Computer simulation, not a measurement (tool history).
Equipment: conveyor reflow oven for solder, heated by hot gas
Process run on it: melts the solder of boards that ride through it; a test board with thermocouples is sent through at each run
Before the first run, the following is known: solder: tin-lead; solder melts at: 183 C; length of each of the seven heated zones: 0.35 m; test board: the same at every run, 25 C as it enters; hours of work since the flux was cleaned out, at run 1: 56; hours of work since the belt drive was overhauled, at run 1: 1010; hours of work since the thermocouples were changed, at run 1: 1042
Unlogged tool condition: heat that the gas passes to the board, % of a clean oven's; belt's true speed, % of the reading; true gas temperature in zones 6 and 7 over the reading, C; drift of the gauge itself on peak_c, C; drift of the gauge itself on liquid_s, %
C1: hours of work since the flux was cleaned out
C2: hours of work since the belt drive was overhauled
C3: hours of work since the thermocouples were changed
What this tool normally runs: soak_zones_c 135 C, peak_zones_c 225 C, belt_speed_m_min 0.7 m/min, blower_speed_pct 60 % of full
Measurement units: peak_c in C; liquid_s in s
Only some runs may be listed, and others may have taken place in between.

Run 1, hour 0: usual settings; C1 56; C2 1010; C3 1042. Result: peak_c 201.9 C, liquid_s 32.2 s.
Run 2, hour 28.1: usual settings; C1 71; C2 1025; C3 1057. Result: peak_c 203.2 C, liquid_s 31.6 s.
Run 3, hour 78.1: usual settings; C1 97; C2 1051; C3 1083. Result: peak_c 201.4 C, liquid_s 32.3 s.
Run 4, hour 127.1: usual settings but peak_zones_c 234 C; C1 123; C2 1076; C3 1109. Result: peak_c 209.5 C, liquid_s 37.5 s.
Run 5, hour 181.4: usual settings but peak_zones_c 234 C; C1 151; C2 1105; C3 1137. Result: peak_c 209.4 C, liquid_s 38.3 s.
Run 6, hour 236.1: usual settings but peak_zones_c 234 C; C1 180; C2 1133; C3 1166. Result: peak_c 209.2 C, liquid_s 38.6 s.
Run 7, hour 265.5: usual settings but belt_speed_m_min 0.564 m/min; C1 195; C2 1149; C3 1181. Result: peak_c 207.5 C, liquid_s 49 s.
Run 8, hour 330.6: usual settings but belt_speed_m_min 0.67 m/min; C1 229; C2 1183; C3 1215. Result: peak_c 202.2 C, liquid_s 33.5 s.
Run 9, hour 392.2: usual settings but belt_speed_m_min 0.67 m/min; C1 262; C2 1215; C3 1247. Result: peak_c 202.8 C, liquid_s 32.9 s.
At hour 408.4: thermocouples of zones 6 and 7 changed.
Run 10, hour 452.9: usual settings but belt_speed_m_min 0.67 m/min; C1 292; C2 1246; C3 23. Result: peak_c 205.4 C, liquid_s 36.9 s.
Run 11, hour 491.3: usual settings; C1 312; C2 1266; C3 43. Result: peak_c 203.4 C, liquid_s 33.1 s.
Run 12, hour 541.4: usual settings; C1 339; C2 1292; C3 70. Result: peak_c 203.2 C, liquid_s 33 s.
At hour 568: belt drive overhauled, speed set with a stopwatch.
Run 13, hour 600.8: usual settings; C1 368; C2 17; C3 99. Result: peak_c 202.6 C, liquid_s 32.5 s.
Run 14, hour 635.2: usual settings; C1 386; C2 35; C3 117. Result: peak_c 202.9 C, liquid_s 30.6 s.
Run 15, hour 661.8: usual settings; C1 399; C2 49; C3 130. Result: peak_c 202.6 C, liquid_s 31.6 s.
Run 16, hour 699.9: usual settings; C1 419; C2 69; C3 150. Result: peak_c 202.6 C, liquid_s 30.9 s.
At hour 713: flux residue cleaned out of gas plates and filters.
Run 17, hour 733.7: usual settings; C1 11; C2 84; C3 165. Result: peak_c 205.2 C, liquid_s 34.3 s.
Run 18, hour 787.8: usual settings; C1 39; C2 112; C3 194. Result: peak_c 204.9 C, liquid_s 34.1 s.
Run 19, hour 838.1: usual settings but peak_zones_c 226 C, belt_speed_m_min 0.773 m/min; C1 65; C2 139; C3 220. Result: peak_c 202.1 C, liquid_s 28.5 s.
Run 20, hour 873.5: usual settings but soak_zones_c 149 C, peak_zones_c 236 C; C1 84; C2 157; C3 239. Result: peak_c 217.1 C, liquid_s 47.2 s.
Run 21, hour 909.1: usual settings but soak_zones_c 126 C, peak_zones_c 236 C, belt_speed_m_min 0.643 m/min; C1 103; C2 176; C3 257. Result: peak_c 215.5 C, liquid_s 44.4 s.
Run 22, hour 937.5: usual settings but soak_zones_c 144 C, belt_speed_m_min 0.644 m/min; C1 117; C2 191; C3 272. Result: peak_c 209.4 C, liquid_s 43.8 s.
Run 23, hour 987.8: usual settings but soak_zones_c 138 C, peak_zones_c 216 C, belt_speed_m_min 0.691 m/min; C1 144; C2 217; C3 298. Result: peak_c 197.6 C, liquid_s 27.6 s.
Run 24, hour 1033.9: usual settings but soak_zones_c 126 C, peak_zones_c 235 C, belt_speed_m_min 0.602 m/min, blower_speed_pct 52 % of full; C1 168; C2 241; C3 322. Result: peak_c 212.7 C, liquid_s 45.4 s.
Run 25, hour 1068.4: usual settings but soak_zones_c 121 C, peak_zones_c 222 C, belt_speed_m_min 0.617 m/min, blower_speed_pct 59 % of full; C1 186; C2 259; C3 341. Result: peak_c 201.9 C, liquid_s 33.6 s.
Run 26, hour 1099.1: usual settings but soak_zones_c 121 C, peak_zones_c 222 C, belt_speed_m_min 0.617 m/min, blower_speed_pct 59 % of full; C1 202; C2 275; C3 357. Result: peak_c 201.3 C, liquid_s 31.9 s.
Run 27, hour 1128.7: usual settings but soak_zones_c 121 C, peak_zones_c 222 C, belt_speed_m_min 0.617 m/min, blower_speed_pct 59 % of full; C1 217; C2 291; C3 372. Result: peak_c 202.3 C, liquid_s 32.9 s.
Run 28, hour 1157.5: usual settings but peak_zones_c 239 C, blower_speed_pct 76 % of full; C1 232; C2 306; C3 387. Result: peak_c 218.4 C, liquid_s 45.6 s.
Run 29, hour 1208.1: usual settings but peak_zones_c 239 C, belt_speed_m_min 0.801 m/min, blower_speed_pct 90 % of full; C1 259; C2 332; C3 414. Result: peak_c 217.7 C, liquid_s 38.3 s.
Run 30, hour 1253.5: usual settings but soak_zones_c 138 C; C1 283; C2 356; C3 437. Result: peak_c 203.6 C, liquid_s 33.4 s.
Run 31, hour 1299.2: usual settings but soak_zones_c 138 C; C1 307; C2 380; C3 461. Result: peak_c 202.8 C, liquid_s 32.6 s.

Each row is a separate what-if for the run after 31, all from the same tool condition, not one after another. Results?
Run A, hour 1344.1: usual settings but soak_zones_c 124 C, blower_speed_pct 82 % of full; C1 330; C2 403; C3 485. Result: peak_c ?, liquid_s ?.
Run B, hour 1344.1: usual settings but soak_zones_c 128 C, blower_speed_pct 73 % of full; C1 330; C2 403; C3 485. Result: peak_c ?, liquid_s ?.
Run C, hour 1344.1: usual settings but soak_zones_c 146 C, peak_zones_c 238 C, belt_speed_m_min 0.615 m/min; C1 330; C2 403; C3 485. Result: peak_c ?, liquid_s ?.
Run D, hour 1344.1: usual settings but soak_zones_c 138 C, peak_zones_c 227 C, blower_speed_pct 76 % of full; C1 330; C2 403; C3 485. Result: peak_c ?, liquid_s ?.

run  peak_c  liquid_s
  A   205.4        33
  B   203.7      32.2
  C   220.2      55.9
  D   208.7        39
With the hidden condition removed and each run's random variation left untouched, the same runs would have given:
run  peak_c  liquid_s
  A   210.5      37.8
  B   208.6      36.8
  C   224.4      58.4
  D   213.4      42.9

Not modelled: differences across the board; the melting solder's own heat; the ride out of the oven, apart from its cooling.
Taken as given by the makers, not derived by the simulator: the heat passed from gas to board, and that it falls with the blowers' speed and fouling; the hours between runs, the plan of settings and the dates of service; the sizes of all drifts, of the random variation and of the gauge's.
